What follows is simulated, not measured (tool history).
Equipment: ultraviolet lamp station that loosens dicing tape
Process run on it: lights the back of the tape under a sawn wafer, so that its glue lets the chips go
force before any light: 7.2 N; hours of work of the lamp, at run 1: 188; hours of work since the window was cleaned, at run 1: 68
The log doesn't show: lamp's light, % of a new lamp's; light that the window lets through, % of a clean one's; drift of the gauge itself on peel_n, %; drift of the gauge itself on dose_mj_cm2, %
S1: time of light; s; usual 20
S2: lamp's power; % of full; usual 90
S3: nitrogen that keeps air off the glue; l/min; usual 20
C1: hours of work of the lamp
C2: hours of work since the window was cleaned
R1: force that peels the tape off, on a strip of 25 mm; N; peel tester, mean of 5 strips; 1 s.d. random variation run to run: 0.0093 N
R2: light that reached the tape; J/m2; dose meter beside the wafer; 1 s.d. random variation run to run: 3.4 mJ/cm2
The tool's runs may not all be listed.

Run 1, hour 0.0: usual settings; C1 188; C2 68. Result: R1 0.435 N, R2 5160 J/m2.
Run 2, hour 13.3: usual settings; C1 197; C2 77. Result: R1 0.437 N, R2 5140 J/m2.
Run 3, hour 28.9: usual settings but S1 14 s; C1 207; C2 87. Result: R1 0.802 N, R2 3550 J/m2.
Run 4, hour 45.6: usual settings but S1 14 s; C1 219; C2 99. Result: R1 0.795 N, R2 3570 J/m2.
Run 5, hour 58.9: usual settings but S1 14 s; C1 228; C2 108. Result: R1 0.785 N, R2 3540 J/m2.
Run 6, hour 66.3: usual settings but S1 14 s, S2 79 % of full; C1 233; C2 113. Result: R1 1.044 N, R2 3080 J/m2.
Run 7, hour 75.5: usual settings but S1 14 s, S2 79 % of full; C1 239; C2 119. Result: R1 1.044 N, R2 3090 J/m2.
Run 8, hour 88.1: usual settings but S1 14 s, S2 79 % of full; C1 248; C2 127. Result: R1 1.045 N, R2 3050 J/m2.
Run 9, hour 104.8: usual settings but S1 14 s, S2 79 % of full; C1 259; C2 139. Result: R1 1.000 N, R2 3070 J/m2.
At hour 106.7: window cleaned of glue's vapour.
Run 10, hour 113.7: usual settings but S1 16 s, S2 79 % of full; C1 265; C2 5. Result: R1 0.828 N, R2 3430 J/m2.
Run 11, hour 123.5: usual settings but S1 16 s, S2 79 % of full; C1 271; C2 11. Result: R1 0.835 N, R2 3470 J/m2.
Run 12, hour 139.0: usual settings but S1 16 s, S2 79 % of full; C1 282; C2 22. Result: R1 0.824 N, R2 3340 J/m2.
Run 13, hour 152.3: usual settings but S1 16 s, S2 79 % of full; C1 291; C2 31. Result: R1 0.870 N, R2 3420 J/m2.
At hour 168.3: window cleaned of glue's vapour, once more.
Run 14, hour 169.7: usual settings but S1 21 s, S2 79 % of full; C1 302; C2 1. Result: R1 0.492 N, R2 4690 J/m2.
Run 15, hour 180.1: usual settings but S1 11 s, S2 92 % of full, S3 8 l/min; C1 309; C2 8. Result: R1 1.623 N, R2 2850 J/m2.
Run 16, hour 191.1: usual settings but S1 14 s, S2 63 % of full, S3 25 l/min; C1 317; C2 15. Result: R1 1.315 N, R2 2460 J/m2.
Run 17, hour 207.3: usual settings but S1 23 s, S3 9 l/min; C1 328; C2 26. Result: R1 0.522 N, R2 5730 J/m2.
Run 18, hour 220.6: usual settings but S1 23 s, S3 9 l/min; C1 337; C2 35. Result: R1 0.491 N, R2 5780 J/m2.
Run 19, hour 236.5: usual settings but S1 17 s, S2 79 % of full, S3 17 l/min; C1 347; C2 46. Result: R1 0.792 N, R2 3730 J/m2.
Run 20, hour 247.4: usual settings but S1 17 s, S2 79 % of full, S3 17 l/min; C1 355; C2 54. Result: R1 0.771 N, R2 3690 J/m2.
Run 21, hour 260.6: usual settings but S1 17 s, S2 79 % of full, S3 17 l/min; C1 364; C2 62. Result: R1 0.794 N, R2 3710 J/m2.

Consider 5 possible next runs. They are alternatives, not a sequence: every one starts from the tool as it was left by run 21. What does each give?
Run A, hour 271.0: usual settings but S1 17 s, S2 81 % of full, S3 17 l/min; C1 371; C2 69. Result: R1 ?, R2 ?.
Run B, hour 271.0: usual settings but S1 17 s, S2 79 % of full, S3 35 l/min; C1 371; C2 69. Result: R1 ?, R2 ?.
Run C, hour 271.0: usual settings but S1 13 s, S2 62 % of full; C1 371; C2 69. Result: R1 ?, R2 ?.
Run D, hour 271.0: usual settings but S2 94 % of full, S3 14 l/min; C1 371; C2 69. Result: R1 ?, R2 ?.
Run E, hour 271.0: usual settings but S1 17 s, S2 94 % of full, S3 17 l/min; C1 371; C2 69. Result: R1 ?, R2 ?.

run     R1    R2
  A  0.802  3800
  B  0.625  3680
  C  1.701  2240
  D  0.480  5150
  E  0.592  4360
With no hidden state in the tool, these same runs would have given:
run     R1    R2
  A  0.664  4230
  B  0.521  4100
  C  1.466  2480
  D  0.404  5730
  E  0.492  4850

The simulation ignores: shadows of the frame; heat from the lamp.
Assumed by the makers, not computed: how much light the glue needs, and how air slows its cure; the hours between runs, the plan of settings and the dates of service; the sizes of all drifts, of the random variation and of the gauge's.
